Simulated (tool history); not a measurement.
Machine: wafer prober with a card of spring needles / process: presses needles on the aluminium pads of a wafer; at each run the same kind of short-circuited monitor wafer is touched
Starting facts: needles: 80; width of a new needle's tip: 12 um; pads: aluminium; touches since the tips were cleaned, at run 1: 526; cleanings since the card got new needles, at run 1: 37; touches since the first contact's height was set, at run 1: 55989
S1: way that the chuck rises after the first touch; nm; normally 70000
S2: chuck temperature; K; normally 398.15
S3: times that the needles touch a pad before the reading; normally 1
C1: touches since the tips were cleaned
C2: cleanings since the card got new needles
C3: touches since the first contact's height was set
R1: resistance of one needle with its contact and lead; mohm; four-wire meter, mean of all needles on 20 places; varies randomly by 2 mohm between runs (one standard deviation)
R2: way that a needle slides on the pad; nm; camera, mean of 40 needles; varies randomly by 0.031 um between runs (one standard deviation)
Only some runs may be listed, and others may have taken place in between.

run,hour,S1,S2,S3,C1,C2,C3,R1,R2
1,0.0,70000,398.15,1,526,37,55989,233,13960
# hour 7.2: tips cleaned on abrasive film
2,13.3,70000,398.15,1,2159,38,60668,253,13880
# hour 16.6: tips cleaned on abrasive film
# hour 25.4: tips cleaned on abrasive film
# hour 34.0: tips cleaned on abrasive film
# hour 34.3: height of the first contact set anew
3,36.4,70000,398.15,1,754,41,754,236,14100
# hour 42.9: tips cleaned on abrasive film
4,50.4,70000,398.15,1,2656,42,5692,257,14080
# hour 52.2: tips cleaned on abrasive film
# hour 60.5: tips cleaned on abrasive film
# hour 69.7: tips cleaned on abrasive film
5,74.3,70000,398.15,1,1633,45,14039,247,14070
# hour 79.5: tips cleaned on abrasive film
# hour 87.8: tips cleaned on abrasive film
6,87.8,70000,329.15,1,0,47,18780,208,14060
# hour 97.4: tips cleaned on abrasive film
7,97.9,70000,329.15,1,167,48,22321,214,14000
# hour 105.4: tips cleaned on abrasive film
8,110.7,70000,329.15,1,1892,49,26829,236,14030
# hour 114.7: tips cleaned on abrasive film
# hour 123.6: tips cleaned on abrasive film
# hour 131.7: tips cleaned on abrasive film
9,132.2,70000,344.15,1,185,52,34344,215,13970
# hour 140.0: tips cleaned on abrasive film
10,144.9,70000,344.15,1,1746,53,38826,240,13970
# hour 148.6: tips cleaned on abrasive film
# hour 157.8: tips cleaned on abrasive film
11,160.1,70000,344.15,1,824,55,44143,227,13990
# hour 165.8: tips cleaned on abrasive film
# hour 174.7: tips cleaned on abrasive film
12,174.7,70000,344.15,1,0,57,49243,214,13940
# hour 182.8: tips cleaned on abrasive film
# hour 191.0: tips cleaned on abrasive film
13,196.7,70000,344.15,1,2025,59,56982,245,13970
# hour 200.0: tips cleaned on abrasive film
# hour 209.4: tips cleaned on abrasive film
14,212.4,70000,344.15,1,1037,61,62455,227,13920
# hour 217.5: tips cleaned on abrasive film
# hour 226.5: tips cleaned on abrasive film
15,227.1,70000,398.15,1,185,63,67595,230,13890
# hour 228.8: height of the first contact set anew
# hour 236.1: tips cleaned on abrasive film
16,239.5,81000,398.15,2,1215,64,3768,230,16290
# hour 244.8: tips cleaned on abrasive film
# hour 252.8: tips cleaned on abrasive film
17,256.6,81000,398.15,2,1344,66,9756,231,16250
# hour 262.1: tips cleaned on abrasive film
# hour 270.8: tips cleaned on abrasive film
18,271.4,70000,379.15,1,212,68,14957,229,13980
# hour 280.4: tips cleaned on abrasive film
19,285.2,79000,379.15,1,1696,69,19791,238,15870
# hour 288.4: tips cleaned on abrasive film
# hour 297.6: tips cleaned on abrasive film
20,300.1,79000,379.15,1,873,71,25013,230,15830
# hour 306.8: tips cleaned on abrasive film
21,311.1,82000,398.15,1,1503,72,28872,237,16420
# hour 316.1: tips cleaned on abrasive film
22,323.7,82000,398.15,1,2705,73,33316,250,16380
# hour 325.4: tips cleaned on abrasive film
# hour 334.8: tips cleaned on abrasive film
23,338.1,82000,300.15,3,1144,75,38336,210,16360
# hour 344.1: tips cleaned on abrasive film
# hour 353.4: tips cleaned on abrasive film
24,361.0,82000,300.15,3,2723,77,46415,214,16360
# hour 362.2: tips cleaned on abrasive film
# hour 370.2: tips cleaned on abrasive film
25,375.1,78000,317.15,1,1740,79,51335,230,15590
# hour 379.9: tips cleaned on abrasive film
# hour 388.6: tips cleaned on abrasive film
# hour 397.2: tips cleaned on abrasive film
26,397.2,78000,317.15,1,0,82,59064,212,15470
# hour 405.2: tips cleaned on abrasive film
# hour 413.4: tips cleaned on abrasive film
27,418.7,78000,317.15,1,1883,84,66610,226,15460
# hour 422.5: tips cleaned on abrasive film
# hour 422.8: height of the first contact set anew
# hour 431.2: tips cleaned on abrasive film
# hour 440.5: tips cleaned on abrasive film
28,442.4,88000,398.15,2,689,87,6880,227,17700
# hour 449.8: tips cleaned on abrasive film
# hour 457.8: tips cleaned on abrasive film
29,457.8,62000,308.15,3,0,89,12283,207,12430

Below are 4 alternative next runs, each starting from the tool's condition after run 29. Predict each:
# hour 467.2: tips cleaned on abrasive film
# hour 476.0: tips cleaned on abrasive film
A,480.9,70000,308.15,3,1728,91,20393,?,?
# hour 467.2: tips cleaned on abrasive film
# hour 476.0: tips cleaned on abrasive film
B,480.9,62000,308.15,1,1728,91,20393,?,?
# hour 467.2: tips cleaned on abrasive film
# hour 476.0: tips cleaned on abrasive film
C,480.9,59000,312.15,3,1728,91,20393,?,?
# hour 467.2: tips cleaned on abrasive film
# hour 476.0: tips cleaned on abrasive film
D,480.9,60000,334.15,2,1728,91,20393,?,?

run,R1,R2
A,212,14060
B,236,12440
C,219,11840
D,233,12030
Take away the tool's hidden state, keep each run's random variation, and the runs would have read:
run,R1,R2
A,201,14120
B,201,12500
C,205,11900
D,211,12090
